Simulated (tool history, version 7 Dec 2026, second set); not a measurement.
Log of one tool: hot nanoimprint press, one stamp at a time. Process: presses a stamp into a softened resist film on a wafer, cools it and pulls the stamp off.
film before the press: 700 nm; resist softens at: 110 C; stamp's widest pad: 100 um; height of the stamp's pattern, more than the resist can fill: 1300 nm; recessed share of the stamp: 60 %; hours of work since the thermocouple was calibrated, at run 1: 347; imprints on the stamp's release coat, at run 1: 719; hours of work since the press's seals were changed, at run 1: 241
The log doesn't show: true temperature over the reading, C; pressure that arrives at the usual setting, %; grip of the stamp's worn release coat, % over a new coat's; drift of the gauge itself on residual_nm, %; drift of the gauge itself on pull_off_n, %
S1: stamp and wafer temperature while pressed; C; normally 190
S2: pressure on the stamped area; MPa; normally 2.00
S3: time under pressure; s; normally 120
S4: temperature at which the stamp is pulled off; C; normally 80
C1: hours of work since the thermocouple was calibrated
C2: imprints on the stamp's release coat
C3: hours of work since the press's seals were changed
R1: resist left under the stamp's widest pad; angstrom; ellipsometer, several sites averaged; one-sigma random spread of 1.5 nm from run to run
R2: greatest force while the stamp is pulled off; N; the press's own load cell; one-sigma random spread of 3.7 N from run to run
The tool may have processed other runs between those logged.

run 1 hour=0.0 | S1=190 S2=2.00 S3=120 S4=80 | C1=347 C2=719 C3=241 | R1=2485 R2=220
run 2 hour=43.7 | S1=190 S2=2.00 S3=120 S4=80 | C1=380 C2=897 C3=275 | R1=2456 R2=234
-- hour=105.9 stamp cleaned and given a new release coat
run 3 hour=113.3 | S1=190 S2=2.00 S3=120 S4=80 | C1=429 C2=30 C3=323 | R1=2468 R2=175
run 4 hour=174.5 | S1=190 S2=2.00 S3=120 S4=80 | C1=476 C2=280 C3=371 | R1=2461 R2=193
run 5 hour=217.7 | S1=190 S2=2.00 S3=201 S4=80 | C1=510 C2=457 C3=404 | R1=1993 R2=202
run 6 hour=254.4 | S1=185 S2=2.00 S3=120 S4=80 | C1=538 C2=607 C3=432 | R1=3090 R2=207
run 7 hour=301.4 | S1=185 S2=2.00 S3=120 S4=80 | C1=574 C2=799 C3=468 | R1=3104 R2=220
-- hour=330.0 plate thermocouple calibrated
run 8 hour=378.2 | S1=190 S2=2.00 S3=120 S4=80 | C1=37 C2=1100 C3=525 | R1=2297 R2=225
-- hour=390.4 stamp cleaned and given a new release coat
run 9 hour=422.1 | S1=190 S2=2.00 S3=120 S4=80 | C1=66 C2=129 C3=554 | R1=2281 R2=175
run 10 hour=493.4 | S1=190 S2=2.00 S3=120 S4=80 | C1=121 C2=420 C3=609 | R1=2281 R2=199
-- hour=507.3 plate thermocouple calibrated, once more
-- hour=556.4 press's hydraulic seals changed and the load cell set to zero
run 11 hour=559.3 | S1=190 S2=2.00 S3=120 S4=80 | C1=34 C2=645 C3=2 | R1=2636 R2=218
run 12 hour=608.5 | S1=190 S2=2.00 S3=120 S4=80 | C1=72 C2=845 C3=40 | R1=2609 R2=226
run 13 hour=675.5 | S1=190 S2=2.00 S3=120 S4=80 | C1=123 C2=1119 C3=92 | R1=2593 R2=242
-- hour=684.9 stamp cleaned and given a new release coat
run 14 hour=715.1 | S1=190 S2=2.00 S3=120 S4=80 | C1=149 C2=124 C3=117 | R1=2595 R2=179
run 15 hour=784.9 | S1=190 S2=2.00 S3=120 S4=80 | C1=203 C2=409 C3=171 | R1=2551 R2=206
run 16 hour=826.5 | S1=180 S2=2.00 S3=124 S4=80 | C1=235 C2=579 C3=203 | R1=4052 R2=217
run 17 hour=897.6 | S1=180 S2=2.00 S3=118 S4=80 | C1=289 C2=869 C3=258 | R1=4099 R2=223
run 18 hour=959.5 | S1=190 S2=2.00 S3=120 S4=76 | C1=337 C2=1122 C3=305 | R1=2519 R2=248
-- hour=969.8 stamp cleaned and given a new release coat
run 19 hour=1016.5 | S1=190 S2=2.00 S3=66 S4=73 | C1=376 C2=192 C3=344 | R1=3198 R2=208
run 20 hour=1089.5 | S1=190 S2=2.00 S3=79 S4=80 | C1=432 C2=490 C3=400 | R1=2959 R2=207
run 21 hour=1136.5 | S1=196 S2=2.00 S3=120 S4=66 | C1=468 C2=682 C3=437 | R1=1881 R2=273
run 22 hour=1206.3 | S1=183 S2=1.51 S3=69 S4=87 | C1=522 C2=967 C3=490 | R1=4575 R2=206
-- hour=1253.8 stamp cleaned and given a new release coat
run 23 hour=1266.5 | S1=200 S2=2.39 S3=170 S4=87 | C1=564 C2=52 C3=532 | R1=1203 R2=159
-- hour=1309.4 plate thermocouple calibrated
run 24 hour=1311.2 | S1=200 S2=2.39 S3=170 S4=87 | C1=1 C2=223 C3=564 | R1=1314 R2=171
run 25 hour=1368.2 | S1=184 S2=3.10 S3=140 S4=71 | C1=45 C2=455 C3=608 | R1=2772 R2=229
run 26 hour=1412.6 | S1=184 S2=1.45 S3=120 S4=80 | C1=79 C2=637 C3=642 | R1=3988 R2=212
-- hour=1429.9 press's hydraulic seals changed and the load cell set to zero
run 27 hour=1453.4 | S1=189 S2=1.28 S3=120 S4=80 | C1=105 C2=771 C3=18 | R1=3341 R2=219
run 28 hour=1487.1 | S1=191 S2=2.71 S3=120 S4=80 | C1=130 C2=908 C3=44 | R1=2115 R2=222
-- hour=1549.4 stamp cleaned and given a new release coat
run 29 hour=1555.3 | S1=191 S2=2.71 S3=120 S4=80 | C1=178 C2=24 C3=92 | R1=2103 R2=175

Predict each of these 4 candidate next runs independently; none follows another, all start after run 29:
run A hour=1609.8 | S1=190 S2=1.57 S3=120 S4=80 | C1=220 C2=247 C3=134 | R1=? R2=?
run B hour=1609.8 | S1=191 S2=2.71 S3=120 S4=81 | C1=220 C2=247 C3=134 | R1=? R2=?
run C hour=1609.8 | S1=200 S2=2.12 S3=224 S4=80 | C1=220 C2=247 C3=134 | R1=? R2=?
run D hour=1609.8 | S1=180 S2=2.71 S3=188 S4=80 | C1=220 C2=247 C3=134 | R1=? R2=?

run=A R1=2861 R2=185
run=B R1=2118 R2=179
run=C R1=1159 R2=190
run=D R1=3104 R2=192
With the hidden condition removed and each run's random variation left untouched, the same runs would have given:
run=A R1=2919 R2=174
run=B R1=2158 R2=168
run=C R1=1181 R2=178
run=D R1=3167 R2=180
